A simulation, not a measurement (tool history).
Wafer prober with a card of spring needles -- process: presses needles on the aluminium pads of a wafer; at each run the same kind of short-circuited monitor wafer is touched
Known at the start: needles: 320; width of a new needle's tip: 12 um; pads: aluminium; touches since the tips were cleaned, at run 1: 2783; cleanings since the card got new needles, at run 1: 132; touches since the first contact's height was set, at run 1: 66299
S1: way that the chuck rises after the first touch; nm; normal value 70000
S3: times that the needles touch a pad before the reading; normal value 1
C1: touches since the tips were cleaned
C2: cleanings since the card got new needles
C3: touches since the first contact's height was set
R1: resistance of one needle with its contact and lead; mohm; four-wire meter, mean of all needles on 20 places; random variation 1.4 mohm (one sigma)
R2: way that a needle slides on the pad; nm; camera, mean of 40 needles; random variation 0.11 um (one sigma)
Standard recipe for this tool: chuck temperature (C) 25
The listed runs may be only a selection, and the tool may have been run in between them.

run 1 hour=0 | S1=70000 chuck_temperature_(C)=25 S3=1 | C1=2783 C2=132 C3=66299 | R1=129 R2=18860
-- hour=4.3 tips cleaned on abrasive film
-- hour=12.8 tips cleaned on abrasive film
-- hour=23.4 tips cleaned on abrasive film
-- hour=33.9 tips cleaned on abrasive film
-- hour=44.5 tips cleaned on abrasive film
-- hour=53 tips cleaned on abrasive film
-- hour=61.5 tips cleaned on abrasive film
-- hour=72.1 tips cleaned on abrasive film
run 2 hour=78.4 | S1=70000 chuck_temperature_(C)=25 S3=1 | C1=2979 C2=140 C3=103021 | R1=130 R2=18910
-- hour=80.8 tips cleaned on abrasive film
-- hour=81.1 height of the first contact set anew
-- hour=89.6 tips cleaned on abrasive film
-- hour=98.1 tips cleaned on abrasive film
-- hour=108.7 tips cleaned on abrasive film
-- hour=117.2 tips cleaned on abrasive film
-- hour=127.7 tips cleaned on abrasive film
-- hour=138.3 tips cleaned on abrasive film
-- hour=148.9 tips cleaned on abrasive film
-- hour=159.5 tips cleaned on abrasive film
run 3 hour=159.7 | S1=70000 chuck_temperature_(C)=25 S3=1 | C1=100 C2=149 C3=36820 | R1=127 R2=18930
-- hour=168.2 tips cleaned on abrasive film
-- hour=176.7 tips cleaned on abrasive film
-- hour=185.2 tips cleaned on abrasive film
-- hour=195.7 tips cleaned on abrasive film
-- hour=204.2 tips cleaned on abrasive film
-- hour=212.7 tips cleaned on abrasive film
-- hour=221.2 tips cleaned on abrasive film
run 4 hour=226.9 | S1=70000 chuck_temperature_(C)=25 S3=1 | C1=2680 C2=156 C3=68281 | R1=130 R2=18910
-- hour=231.2 tips cleaned on abrasive film
-- hour=239.7 tips cleaned on abrasive film
-- hour=250.2 tips cleaned on abrasive film
-- hour=258.7 tips cleaned on abrasive film
run 5 hour=260.4 | S1=70000 chuck_temperature_(C)=25 S3=1 | C1=805 C2=160 C3=83972 | R1=125 R2=18770
-- hour=268.9 tips cleaned on abrasive film
-- hour=277.4 tips cleaned on abrasive film
-- hour=288 tips cleaned on abrasive film
-- hour=296.5 tips cleaned on abrasive film
run 6 hour=297.9 | S1=70000 chuck_temperature_(C)=25 S3=1 | C1=659 C2=164 C3=101503 | R1=131 R2=19110
-- hour=304.4 height of the first contact set anew
-- hour=306.6 tips cleaned on abrasive film
-- hour=315.1 tips cleaned on abrasive film
-- hour=325.7 tips cleaned on abrasive film
-- hour=334.2 tips cleaned on abrasive film
-- hour=344.8 tips cleaned on abrasive film
-- hour=353.3 tips cleaned on abrasive film
-- hour=363.9 tips cleaned on abrasive film
run 7 hour=370.7 | S1=70000 chuck_temperature_(C)=25 S3=1 | C1=3227 C2=171 C3=31016 | R1=129 R2=19040
-- hour=372.9 tips cleaned on abrasive film
-- hour=381.4 tips cleaned on abrasive film
-- hour=391.9 tips cleaned on abrasive film
-- hour=403.9 card fitted with new needles
-- hour=412.4 tips cleaned on abrasive film
-- hour=423 tips cleaned on abrasive film
-- hour=433.6 tips cleaned on abrasive film
-- hour=442.1 tips cleaned on abrasive film
run 8 hour=445.1 | S1=80000 chuck_temperature_(C)=39 S3=1 | C1=1410 C2=4 C3=19274 | R1=129 R2=21500
-- hour=451.4 tips cleaned on abrasive film
-- hour=459.9 tips cleaned on abrasive film
-- hour=468.4 tips cleaned on abrasive film
-- hour=479 tips cleaned on abrasive film
-- hour=487.5 tips cleaned on abrasive film
-- hour=496 tips cleaned on abrasive film
-- hour=505.8 tips cleaned on abrasive film
run 9 hour=505.8 | S1=80000 chuck_temperature_(C)=39 S3=1 | C1=0 C2=11 C3=47684 | R1=129 R2=21400
-- hour=516.4 tips cleaned on abrasive film
-- hour=524.8 tips cleaned on abrasive film
-- hour=535.4 tips cleaned on abrasive film
run 10 hour=539.8 | S1=80000 chuck_temperature_(C)=39 S3=1 | C1=2048 C2=14 C3=63626 | R1=129 R2=21340
-- hour=544 tips cleaned on abrasive film
-- hour=552.5 tips cleaned on abrasive film
-- hour=561 tips cleaned on abrasive film
-- hour=571.6 tips cleaned on abrasive film
run 11 hour=578.9 | S1=80000 chuck_temperature_(C)=32 S3=1 | C1=3473 C2=18 C3=81979 | R1=129 R2=21400
-- hour=581.1 tips cleaned on abrasive film
-- hour=591.7 tips cleaned on abrasive film
-- hour=600.2 tips cleaned on abrasive film
-- hour=608.7 tips cleaned on abrasive film
-- hour=617.2 tips cleaned on abrasive film
run 12 hour=618.7 | S1=70000 chuck_temperature_(C)=57 S3=3 | C1=744 C2=23 C3=100588 | R1=132 R2=18870
-- hour=625.3 height of the first contact set anew
-- hour=627.5 tips cleaned on abrasive film
-- hour=638.1 tips cleaned on abrasive film
-- hour=646.6 tips cleaned on abrasive film
-- hour=655.1 tips cleaned on abrasive film
-- hour=665.7 tips cleaned on abrasive film
-- hour=676.3 tips cleaned on abrasive film
run 13 hour=681.7 | S1=70000 chuck_temperature_(C)=54 S3=3 | C1=2579 C2=29 C3=26398 | R1=131 R2=18700

Forecast each of these 3 alternatives for the next run:
-- hour=686 tips cleaned on abrasive film
-- hour=694.5 tips cleaned on abrasive film
-- hour=703 tips cleaned on abrasive film
-- hour=713.6 tips cleaned on abrasive film
-- hour=724.1 tips cleaned on abrasive film
-- hour=732.6 tips cleaned on abrasive film
-- hour=741.8 tips cleaned on abrasive film
run A hour=741.8 | S1=73000 chuck_temperature_(C)=31 S3=3 | C1=0 C2=36 C3=54490 | R1=? R2=?
-- hour=686 tips cleaned on abrasive film
-- hour=694.5 tips cleaned on abrasive film
-- hour=703 tips cleaned on abrasive film
-- hour=713.6 tips cleaned on abrasive film
-- hour=724.1 tips cleaned on abrasive film
-- hour=732.6 tips cleaned on abrasive film
-- hour=741.8 tips cleaned on abrasive film
run B hour=741.8 | S1=51000 chuck_temperature_(C)=78 S3=1 | C1=0 C2=36 C3=54490 | R1=? R2=?
-- hour=686 tips cleaned on abrasive film
-- hour=694.5 tips cleaned on abrasive film
-- hour=703 tips cleaned on abrasive film
-- hour=713.6 tips cleaned on abrasive film
-- hour=724.1 tips cleaned on abrasive film
-- hour=732.6 tips cleaned on abrasive film
-- hour=741.8 tips cleaned on abrasive film
run C hour=741.8 | S1=70000 chuck_temperature_(C)=121 S3=1 | C1=0 C2=36 C3=54490 | R1=? R2=?

run=A R1=127 R2=19540
run=B R1=138 R2=13630
run=C R1=143 R2=18870
Had the tool no hidden state, the same runs would have come out as:
run=A R1=127 R2=19730
run=B R1=138 R2=13760
run=C R1=143 R2=19050
